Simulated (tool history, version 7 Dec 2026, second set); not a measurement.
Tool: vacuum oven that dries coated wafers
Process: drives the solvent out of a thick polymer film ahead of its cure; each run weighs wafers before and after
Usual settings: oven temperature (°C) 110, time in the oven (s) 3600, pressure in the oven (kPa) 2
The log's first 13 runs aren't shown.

{"run": 14, "hour": 722.6, "oven temperature (°C)": 110, "time in the oven (s)": 3600, "pressure in the oven (kPa)": 4.94, "solvent left in the film (%)": 6.39}
{"hour": 790.2, "done": "oven's thermocouples calibrated"}
{"run": 15, "hour": 799.3, "oven temperature (°C)": 110, "time in the oven (s)": 3600, "pressure in the oven (kPa)": 2.2, "solvent left in the film (%)": 5.31}
{"run": 16, "hour": 858.0, "oven temperature (°C)": 110, "time in the oven (s)": 3600, "pressure in the oven (kPa)": 2.2, "solvent left in the film (%)": 5.33}
{"run": 17, "hour": 931.9, "oven temperature (°C)": 110, "time in the oven (s)": 3600, "pressure in the oven (kPa)": 2.2, "solvent left in the film (%)": 5.28}
{"run": 18, "hour": 987.5, "oven temperature (°C)": 115, "time in the oven (s)": 3600, "pressure in the oven (kPa)": 2.11, "solvent left in the film (%)": 4.07}
{"run": 19, "hour": 1021.2, "oven temperature (°C)": 115, "time in the oven (s)": 3600, "pressure in the oven (kPa)": 2.11, "solvent left in the film (%)": 4.06}
{"run": 20, "hour": 1064.5, "oven temperature (°C)": 115, "time in the oven (s)": 3600, "pressure in the oven (kPa)": 2.11, "solvent left in the film (%)": 4.11}
{"run": 21, "hour": 1124.4, "oven temperature (°C)": 117, "time in the oven (s)": 4080, "pressure in the oven (kPa)": 2, "solvent left in the film (%)": 3.06}
{"run": 22, "hour": 1197.4, "oven temperature (°C)": 105, "time in the oven (s)": 4200, "pressure in the oven (kPa)": 2, "solvent left in the film (%)": 5.59}
{"run": 23, "hour": 1271.6, "oven temperature (°C)": 105, "time in the oven (s)": 4200, "pressure in the oven (kPa)": 2, "solvent left in the film (%)": 5.65}
{"run": 24, "hour": 1311.2, "oven temperature (°C)": 115, "time in the oven (s)": 6120, "pressure in the oven (kPa)": 3.89, "solvent left in the film (%)": 2.92}
{"run": 25, "hour": 1368.5, "oven temperature (°C)": 115, "time in the oven (s)": 6120, "pressure in the oven (kPa)": 3.89, "solvent left in the film (%)": 2.9}
{"run": 26, "hour": 1428.4, "oven temperature (°C)": 99, "time in the oven (s)": 2040, "pressure in the oven (kPa)": 3.89, "solvent left in the film (%)": 11.28}

Forecast run 27:
{"run": 27, "hour": 1499.6, "oven temperature (°C)": 99, "time in the oven (s)": 3600, "pressure in the oven (kPa)": 7.02, "solvent left in the film (%)": "?"}

Run 27 gave solvent left in the film (%) 10.57.
Without the tool's hidden state the same run would have given solvent left in the film (%) 10.46.
